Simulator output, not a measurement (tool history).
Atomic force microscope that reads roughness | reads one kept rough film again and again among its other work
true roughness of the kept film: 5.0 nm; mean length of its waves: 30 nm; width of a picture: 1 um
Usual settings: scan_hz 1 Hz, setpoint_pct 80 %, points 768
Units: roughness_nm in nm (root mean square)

Run 1, hour 0: usual settings. Result: roughness_nm 3.211 nm (root mean square).
Run 2, hour 7.3: usual settings. Result: roughness_nm 3.181 nm (root mean square).
Run 3, hour 15.6: usual settings. Result: roughness_nm 3.162 nm (root mean square).
Run 4, hour 20: usual settings but setpoint_pct 67 %. Result: roughness_nm 3.275 nm (root mean square).
Run 5, hour 27.7: usual settings. Result: roughness_nm 3.996 nm (root mean square).
Run 6, hour 35.8: usual settings but points 584. Result: roughness_nm 3.934 nm (root mean square).
Run 7, hour 39.9: usual settings. Result: roughness_nm 3.887 nm (root mean square).
Run 8, hour 46.6: usual settings. Result: roughness_nm 3.88 nm (root mean square).
Run 9, hour 55.2: usual settings but scan_hz 3.9 Hz, points 623. Result: roughness_nm 3.195 nm (root mean square).
Run 10, hour 62.2: usual settings but scan_hz 1.22 Hz, points 284. Result: roughness_nm 3.693 nm (root mean square).
Run 11, hour 70.2: usual settings but scan_hz 3.42 Hz, setpoint_pct 89 %. Result: roughness_nm 2.922 nm (root mean square).
Run 12, hour 74.9: usual settings but scan_hz 1.85 Hz, setpoint_pct 88 %, points 662. Result: roughness_nm 3.342 nm (root mean square).
Run 13, hour 81.6: usual settings but scan_hz 1.1 Hz, setpoint_pct 55 %, points 462. Result: roughness_nm 3.858 nm (root mean square).
Run 14, hour 89.5: usual settings but scan_hz 3.42 Hz. Result: roughness_nm 3.133 nm (root mean square).
Run 15, hour 94.8: usual settings but scan_hz 0.7 Hz, points 958. Result: roughness_nm 3.699 nm (root mean square).
Run 16, hour 102.6: usual settings but scan_hz 1.1 Hz, setpoint_pct 86 %, points 327. Result: roughness_nm 3.434 nm (root mean square).

Not shown: 1 entry that the log had between the listed runs. Between which runs, and how does the tool's hidden state differ before and after?
Between runs 4 and 5: new tip fitted (hour 22.7)
  radius of the tip, nm: 21.8 -> 7.6
  measured less the result without the state, roughness_nm: -0.936 -> -0.059 nm (root mean square)
